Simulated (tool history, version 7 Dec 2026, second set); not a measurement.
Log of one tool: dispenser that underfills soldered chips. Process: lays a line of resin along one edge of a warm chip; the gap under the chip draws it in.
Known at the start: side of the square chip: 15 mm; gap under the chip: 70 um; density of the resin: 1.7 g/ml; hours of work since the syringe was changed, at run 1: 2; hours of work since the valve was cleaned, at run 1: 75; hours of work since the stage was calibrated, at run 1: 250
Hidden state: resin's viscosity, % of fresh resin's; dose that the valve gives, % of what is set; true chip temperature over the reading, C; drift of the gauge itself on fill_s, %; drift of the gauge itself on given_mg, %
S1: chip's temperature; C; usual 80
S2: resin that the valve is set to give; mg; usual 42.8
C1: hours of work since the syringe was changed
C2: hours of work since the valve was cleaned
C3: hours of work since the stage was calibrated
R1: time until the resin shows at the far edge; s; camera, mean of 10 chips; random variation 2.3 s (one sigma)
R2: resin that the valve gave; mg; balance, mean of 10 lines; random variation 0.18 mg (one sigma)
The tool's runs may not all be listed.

run,hour,S1,S2,C1,C2,C3,R1,R2
1,0.0,80,42.8,2,75,250,269.8,42.01
# hour 8.3: dispensing valve cleaned and set on the balance
# hour 9.6: new syringe of resin
2,10.8,80,42.8,1,2,256,249.0,43.04
3,15.7,80,42.8,4,5,260,310.3,42.90
# hour 21.7: new syringe of resin
4,25.5,80,42.8,3,11,266,274.9,42.78
# hour 33.6: new syringe of resin
5,37.2,80,49.5,3,19,274,275.2,49.42
6,43.7,80,38.4,7,24,279,371.3,37.97
# hour 45.4: new syringe of resin
7,51.8,80,38.4,4,29,284,319.3,38.08
# hour 57.7: new syringe of resin
8,62.5,80,38.4,3,36,291,300.7,37.94
9,67.8,74,46.6,7,40,295,448.5,46.07
# hour 69.8: new syringe of resin
10,78.6,78,48.2,6,47,302,366.2,47.74
# hour 82.1: new syringe of resin
11,87.8,74,50.5,4,53,308,370.3,49.84
# hour 92.9: stage's temperature calibrated
# hour 95.4: new syringe of resin
12,95.9,92,37.1,0,58,2,156.4,36.28

Run 13 comes next. What will it give?
13,104.7,72,43.8,6,64,8,?,?

Run 13 gave R1 433.8 s, R2 43.02 mg.
Without the tool's hidden state the same run would have given R1 286.5 s, R2 43.85 mg.

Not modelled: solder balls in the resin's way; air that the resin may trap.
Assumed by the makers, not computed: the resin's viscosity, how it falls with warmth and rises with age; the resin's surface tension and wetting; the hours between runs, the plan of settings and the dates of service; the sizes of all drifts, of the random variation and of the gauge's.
